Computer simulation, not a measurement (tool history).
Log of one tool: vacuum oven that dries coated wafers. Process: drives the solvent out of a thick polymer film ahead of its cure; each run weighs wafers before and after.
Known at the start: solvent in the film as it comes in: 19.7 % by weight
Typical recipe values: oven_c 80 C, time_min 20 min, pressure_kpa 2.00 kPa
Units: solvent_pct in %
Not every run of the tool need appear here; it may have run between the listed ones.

run,hour,oven_c,time_min,pressure_kpa,solvent_pct
1,0.0,80,20,2.00,2.75
2,20.4,80,20,2.00,2.78
3,47.6,80,20,2.00,2.72
4,83.9,80,20,2.00,2.83
5,106.8,80,20,2.00,2.69
6,132.1,81,20,2.00,2.50
7,173.4,80,20,2.00,2.67
8,208.7,80,20,2.00,2.67
# hour 213.8: vacuum gauge cleaned of residue and calibrated
9,257.8,80,22,1.83,2.23
10,295.2,79,20,2.00,2.92
# hour 309.9: vacuum gauge cleaned of residue and calibrated, once more
11,340.4,79,20,2.00,2.97
12,365.9,79,20,2.00,2.89
13,387.6,79,20,2.00,2.96
14,412.7,80,20,1.22,2.54
15,439.4,90,13,1.92,1.88

Predict each of these 4 candidate next runs independently; none follows another, all start after run 15:
A,470.5,80,20,1.62,?
B,470.5,94,32,6.85,?
C,470.5,80,16,2.00,?
D,470.5,86,32,1.45,?

run,solvent_pct
A,2.49
B,0.77
C,3.78
D,0.44
Stripped of hidden state, with their random variation kept, the same runs would have yielded:
run,solvent_pct
A,2.84
B,0.81
C,4.18
D,0.51
